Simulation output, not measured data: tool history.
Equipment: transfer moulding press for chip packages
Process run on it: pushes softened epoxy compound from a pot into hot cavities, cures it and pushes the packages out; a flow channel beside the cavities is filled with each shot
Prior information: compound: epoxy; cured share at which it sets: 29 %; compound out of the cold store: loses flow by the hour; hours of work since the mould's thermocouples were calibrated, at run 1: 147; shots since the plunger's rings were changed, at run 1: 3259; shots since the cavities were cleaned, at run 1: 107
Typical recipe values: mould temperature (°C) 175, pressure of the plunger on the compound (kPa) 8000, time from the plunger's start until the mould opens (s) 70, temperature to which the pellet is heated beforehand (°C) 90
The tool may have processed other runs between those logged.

run	day	mould temperature (°C)	pressure of the plunger on the compound (kPa)	time from the plunger's start until the mould opens (s)	temperature to which the pellet is heated beforehand (°C)	hours of work since the mould's thermocouples were calibrated	shots since the plunger's rings were changed	shots since the cavities were cleaned	incoming compound's hours out of the cold store	length that the compound runs in the flow channel (mm)	greatest force on the pins that push the packages out (N)
1	0.000	175	8000	70	90	147	3259	107	17.8	541	509
2	1.775	175	6110	70	90	164	3646	494	38.2	442	627
# day 3.204: cavities cleaned with cleaning compound and waxed
3	3.204	175	6110	70	90	177	3944	0	28.8	446	437
# day 3.404: plunger's sealing rings changed
4	4.412	175	8000	70	85	187	219	240	47.6	497	528
5	5.375	175	8000	70	85	197	429	450	20.4	558	627
# day 7.100: cavities cleaned with cleaning compound and waxed
6	7.404	175	8000	70	85	216	857	66	28.6	531	483
7	8.362	175	8000	70	90	225	1066	275	20.6	551	538
8	9.462	175	8000	70	90	235	1305	514	13.8	561	649
# day 10.879: cavities cleaned with cleaning compound and waxed
9	10.946	179	6710	67	81	249	1615	15	33.2	483	441
10	12.867	183	7040	67	81	267	2034	434	24.2	487	536
# day 14.596: cavities cleaned with cleaning compound and waxed
11	14.717	181	8060	75	82	285	2423	27	9.6	548	425

The next listed run, before its measurement:
12	16.012	181	8060	75	82	297	2705	309	20.1	?	?

Run 12 yielded length that the compound runs in the flow channel (mm) 525, greatest force on the pins that push the packages out (N) 497.
Minus the tool's unlogged condition, the same run would have read length that the compound runs in the flow channel (mm) 548, greatest force on the pins that push the packages out (N) 397.
